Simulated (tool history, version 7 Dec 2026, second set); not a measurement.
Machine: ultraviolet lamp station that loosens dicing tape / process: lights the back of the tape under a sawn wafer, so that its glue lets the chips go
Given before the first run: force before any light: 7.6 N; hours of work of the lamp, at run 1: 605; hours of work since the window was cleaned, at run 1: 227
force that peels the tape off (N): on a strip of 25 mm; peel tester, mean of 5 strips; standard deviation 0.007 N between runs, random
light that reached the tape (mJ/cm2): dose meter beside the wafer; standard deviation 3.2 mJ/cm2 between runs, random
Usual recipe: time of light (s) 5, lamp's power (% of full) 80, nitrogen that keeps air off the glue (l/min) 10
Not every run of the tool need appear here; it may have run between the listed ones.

run   hour  time of light (s)  lamp's power (% of full)  nitrogen that keeps air off the glue (l/min)  hours of work of the lamp  hours of work since the window was cleaned  force that peels the tape off (N)  light that reached the tape (mJ/cm2)
  1    0.0                  5                        80                                            10                        605                                         227                              0.251                                   502
  2   40.0                  5                        80                                            10                        626                                         248                              0.254                                   502
  3   62.2                  2                        80                                            10                        638                                         260                              1.266                                   197
  4   90.5                  5                        80                                            10                        652                                         274                              0.247                                   497
  5  120.2                  5                        80                                             3                        668                                         290                              0.575                                   501
  6  157.1                  5                        80                                            14                        687                                         309                              0.221                                   499
  7  201.5                  5                        80                                            14                        710                                         332                              0.240                                   502
  8  231.1                  5                        80                                            10                        726                                         348                              0.267                                   499
  9  278.9                  5                        80                                            10                        750                                         372                              0.253                                   499
 10  305.8                  5                        80                                            10                        764                                         386                              0.252                                   496
 11  353.0                  5                        80                                            15                        789                                         411                              0.214                                   503
 12  388.1                  5                        80                                            15                        807                                         429                              0.212                                   498
 13  418.1                  5                        80                                             5                        823                                         445                              0.406                                   501
 14  438.1                  5                        80                                             5                        833                                         455                              0.404                                   501
 15  475.2                  7                        80                                             5                        852                                         474                              0.232                                   695
 16  524.0                  3                        80                                             7                        878                                         500                              0.783                                   301
 17  562.1                  2                        74                                             8                        898                                         520                              1.647                                   185
 18  595.5                  2                        87                                             7                        915                                         537                              1.380                                   216
     617.1  -- window cleaned of glue's vapour
 19  637.0                  8                        71                                             7                        936                                          10                              0.205                                   710
 20  657.8                  8                        66                                             4                        947                                          21                              0.276                                   664
 21  680.6                  8                        66                                            10                        959                                          33                              0.210                                   660
 22  726.4                  7                        66                                             6                        983                                          57                              0.262                                   579
 23  751.3                  6                        80                                             3                        996                                          70                              0.422                                   599
 24  789.9                  6                        95                                             5                       1016                                          90                              0.226                                   711

Branching from run 24: 5 alternative next runs. What would each branch give?
  A  811.0                  2                        73                                            13                       1027                                         101                                  ?                                     ?
  B  811.0                  6                        78                                             5                       1027                                         101                                  ?                                     ?
  C  811.0                  9                        95                                             6                       1027                                         101                                  ?                                     ?
  D  811.0                  6                        80                                             4                       1027                                         101                                  ?                                     ?
  E  811.0                  3                        80                                            10                       1027                                         101                                  ?                                     ?

run  force that peels the tape off (N)  light that reached the tape (mJ/cm2)
  A                              1.284                                   183
  B                              0.305                                   586
  C                              0.191                                  1066
  D                              0.331                                   599
  E                              0.623                                   300
Without the tool's unlogged condition, the same runs would have read:
run  force that peels the tape off (N)  light that reached the tape (mJ/cm2)
  A                              1.276                                   183
  B                              0.303                                   588
  C                              0.191                                  1070
  D                              0.329                                   601
  E                              0.618                                   302
